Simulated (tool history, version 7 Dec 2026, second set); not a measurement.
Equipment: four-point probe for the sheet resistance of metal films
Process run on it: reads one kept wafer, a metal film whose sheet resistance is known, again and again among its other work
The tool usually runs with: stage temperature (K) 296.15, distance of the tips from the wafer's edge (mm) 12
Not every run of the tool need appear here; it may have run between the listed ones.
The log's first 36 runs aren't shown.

run,day,stage temperature (K),distance of the tips from the wafer's edge (mm),touches since the probe head was changed,hours of work since the stage's thermometer was calibrated,sheet resistance as the instrument gives it (ohm/square)
37,142.917,291.15,5,67516,2408,7.792243
38,148.538,296.15,12,72360,2515,7.609368
39,152.554,304.15,6,75822,2592,7.773828
40,157.446,304.15,6,80035,2686,7.776577
41,160.758,304.15,6,82892,2749,7.777041
# day 161.204: stage's thermometer calibrated
42,163.704,304.15,6,85410,48,7.762461
43,168.800,304.15,33,89802,145,7.594784
44,171.225,302.15,4,91893,192,7.972154
45,176.679,304.15,12,96591,296,7.636287

3 ways to go on from here, each from the tool as it stands after run 45. What would each give?
A,180.504,295.15,54,99890,369,?
B,180.504,296.15,67,99890,369,?
C,180.504,304.15,33,99890,369,?

run,sheet resistance as the instrument gives it (ohm/square)
A,7.564917
B,7.564700
C,7.602549
Take away the tool's hidden state, keep each run's random variation, and the runs would have read:
run,sheet resistance as the instrument gives it (ohm/square)
A,7.543320
B,7.543106
C,7.580876

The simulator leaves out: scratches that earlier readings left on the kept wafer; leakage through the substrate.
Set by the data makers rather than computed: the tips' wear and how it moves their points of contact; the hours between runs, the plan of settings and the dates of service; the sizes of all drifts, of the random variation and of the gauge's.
